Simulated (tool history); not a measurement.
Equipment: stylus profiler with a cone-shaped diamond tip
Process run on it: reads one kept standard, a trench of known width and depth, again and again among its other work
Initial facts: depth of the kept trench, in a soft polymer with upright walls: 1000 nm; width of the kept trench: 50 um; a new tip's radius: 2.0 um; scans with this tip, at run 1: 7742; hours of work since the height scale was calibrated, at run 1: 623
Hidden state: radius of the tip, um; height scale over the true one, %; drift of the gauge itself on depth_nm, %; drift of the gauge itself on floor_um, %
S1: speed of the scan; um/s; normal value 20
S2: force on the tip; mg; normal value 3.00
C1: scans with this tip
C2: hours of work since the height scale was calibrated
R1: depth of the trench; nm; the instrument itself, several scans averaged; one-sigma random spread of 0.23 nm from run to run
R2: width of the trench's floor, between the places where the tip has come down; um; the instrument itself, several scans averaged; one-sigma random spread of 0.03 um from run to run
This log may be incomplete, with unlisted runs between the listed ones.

Run 1, hour 0.0: usual settings; C1 7742; C2 623. Result: R1 1018.61 nm, R2 45.60 um.
Run 2, hour 19.1: usual settings; C1 7896; C2 636. Result: R1 1018.56 nm, R2 45.57 um.
Run 3, hour 33.7: usual settings; C1 8015; C2 645. Result: R1 1018.52 nm, R2 45.58 um.
Run 4, hour 47.4: usual settings; C1 8126; C2 654. Result: R1 1018.74 nm, R2 45.49 um.
Run 5, hour 66.0: usual settings; C1 8277; C2 667. Result: R1 1018.82 nm, R2 45.51 um.
Run 6, hour 80.1: usual settings; C1 8390; C2 676. Result: R1 1018.48 nm, R2 45.51 um.
Run 7, hour 110.4: usual settings; C1 8636; C2 695. Result: R1 1018.73 nm, R2 45.46 um.
Run 8, hour 136.2: usual settings; C1 8845; C2 712. Result: R1 1018.48 nm, R2 45.43 um.
Run 9, hour 160.3: usual settings; C1 9040; C2 728. Result: R1 1019.33 nm, R2 45.43 um.
Run 10, hour 178.3: usual settings but S1 11 um/s, S2 1.73 mg; C1 9186; C2 740. Result: R1 1014.01 nm, R2 45.45 um.
Run 11, hour 195.7: usual settings but S1 11 um/s, S2 1.73 mg; C1 9327; C2 751. Result: R1 1014.46 nm, R2 45.43 um.
Run 12, hour 217.8: usual settings but S1 38 um/s, S2 6.20 mg; C1 9506; C2 766. Result: R1 1028.26 nm, R2 45.35 um.
Run 13, hour 237.9: usual settings but S1 23 um/s, S2 1.06 mg; C1 9668; C2 779. Result: R1 1011.74 nm, R2 45.28 um.
Run 14, hour 268.5: usual settings but S1 16 um/s, S2 5.54 mg; C1 9916; C2 799. Result: R1 1027.01 nm, R2 45.32 um.
Run 15, hour 284.9: usual settings but S1 16 um/s, S2 5.54 mg; C1 10049; C2 809. Result: R1 1026.96 nm, R2 45.36 um.
Run 16, hour 300.6: usual settings but S1 16 um/s, S2 5.54 mg; C1 10177; C2 820. Result: R1 1027.09 nm, R2 45.29 um.

Forecast each of these 3 alternatives for the next run:
Run A, hour 316.5: usual settings but S1 51 um/s, S2 4.58 mg; C1 10306; C2 830. Result: R1 ?, R2 ?.
Run B, hour 316.5: usual settings but S1 23 um/s, S2 5.54 mg; C1 10306; C2 830. Result: R1 ?, R2 ?.
Run C, hour 316.5: usual settings but S1 11 um/s, S2 5.18 mg; C1 10306; C2 830. Result: R1 ?, R2 ?.

run       R1     R2
  A  1024.46  45.21
  B  1027.24  45.33
  C  1025.79  45.30
Take away the tool's hidden state, keep each run's random variation, and the runs would have read:
run       R1     R2
  A  1020.01  46.39
  B  1022.78  46.52
  C  1021.33  46.48
